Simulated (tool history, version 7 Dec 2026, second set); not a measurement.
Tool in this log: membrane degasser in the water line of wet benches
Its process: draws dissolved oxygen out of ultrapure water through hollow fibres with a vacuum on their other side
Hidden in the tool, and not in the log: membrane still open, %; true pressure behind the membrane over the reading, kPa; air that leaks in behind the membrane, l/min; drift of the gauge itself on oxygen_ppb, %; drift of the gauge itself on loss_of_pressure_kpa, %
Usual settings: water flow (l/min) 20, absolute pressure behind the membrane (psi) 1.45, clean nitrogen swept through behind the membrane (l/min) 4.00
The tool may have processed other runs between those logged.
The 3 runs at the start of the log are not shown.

run	hour	water flow (l/min)	absolute pressure behind the membrane (psi)	clean nitrogen swept through behind the membrane (l/min)	hours since the membrane was changed	hours since the vacuum gauge was calibrated	hours since the vacuum lines were made tight	dissolved oxygen in the water behind the degasser (ppb)	pressure that the water loses in the fibres (psi)
4	202.3	21	1.45	4.00	2493	7241	3897	105.8	5.509
5	246.5	20	1.45	4.00	2537	7286	3941	100.7	5.223
6	316.4	20	1.45	4.00	2607	7355	4011	98.8	5.226
# hour 356.5: vacuum gauge calibrated
7	377.5	20	1.45	4.00	2668	21	4072	93.7	5.203
8	450.6	20	1.45	4.00	2741	94	4145	92.7	5.237
9	518.5	20	2.57	4.00	2809	162	4213	186.6	5.203
10	565.6	20	2.57	4.00	2856	209	4260	186.0	5.247
11	647.9	20	2.57	4.00	2938	291	4342	184.8	5.234
12	756.8	20	2.57	4.00	3047	400	4451	189.6	5.236
13	859.3	20	1.45	4.00	3149	503	4553	92.3	5.250
14	946.2	20	1.45	2.18	3236	590	4640	157.0	5.256
15	1038.2	20	1.45	2.18	3328	682	4732	161.0	5.236
16	1088.9	20	1.45	4.00	3379	732	4783	93.2	5.271

Expected results for the next run?
17	1185.6	20	1.45	6.38	3476	829	4880	?	?

{"run 17": {"dissolved oxygen in the water behind the degasser (ppb)": 62.7, "pressure that the water loses in the fibres (psi)": 5.317}}
With the hidden condition absent and the run-to-run variation left alone, this run would have shown dissolved oxygen in the water behind the degasser (ppb) 59.0, pressure that the water loses in the fibres (psi) 5.142.

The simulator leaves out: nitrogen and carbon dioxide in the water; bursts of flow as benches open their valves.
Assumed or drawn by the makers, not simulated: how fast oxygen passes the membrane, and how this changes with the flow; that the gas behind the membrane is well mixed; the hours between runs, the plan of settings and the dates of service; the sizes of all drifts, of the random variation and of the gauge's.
